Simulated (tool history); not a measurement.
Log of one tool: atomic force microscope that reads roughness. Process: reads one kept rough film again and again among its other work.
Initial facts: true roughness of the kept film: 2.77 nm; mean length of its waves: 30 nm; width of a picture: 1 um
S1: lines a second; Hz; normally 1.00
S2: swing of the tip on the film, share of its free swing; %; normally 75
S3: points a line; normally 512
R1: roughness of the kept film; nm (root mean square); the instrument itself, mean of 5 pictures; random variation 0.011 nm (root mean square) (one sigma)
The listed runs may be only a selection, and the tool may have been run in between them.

Run 1, hour 0.0: usual settings. Result: R1 2.129 nm (root mean square).
Run 2, hour 37.2: usual settings. Result: R1 2.079 nm (root mean square).
At hour 47.7: new tip fitted.
Run 3, hour 65.6: usual settings. Result: R1 2.412 nm (root mean square).
Run 4, hour 96.1: usual settings. Result: R1 2.361 nm (root mean square).
Run 5, hour 131.8: usual settings. Result: R1 2.279 nm (root mean square).
Run 6, hour 156.7: usual settings but S1 1.71 Hz, S3 632. Result: R1 2.172 nm (root mean square).
Run 7, hour 191.8: usual settings but S1 3.14 Hz, S3 274. Result: R1 1.965 nm (root mean square).
Run 8, hour 213.8: usual settings but S1 0.73 Hz, S2 62 %, S3 950. Result: R1 2.207 nm (root mean square).

Run 9 comes next. What will it give?
Run 9, hour 253.2: usual settings but S1 0.73 Hz, S2 62 %, S3 950. Result: R1 ?.

{"run 9": {"R1": 2.129}}
If the tool had no hidden condition, the same run with the same run-to-run variation would have returned R1 2.555 nm (root mean square).

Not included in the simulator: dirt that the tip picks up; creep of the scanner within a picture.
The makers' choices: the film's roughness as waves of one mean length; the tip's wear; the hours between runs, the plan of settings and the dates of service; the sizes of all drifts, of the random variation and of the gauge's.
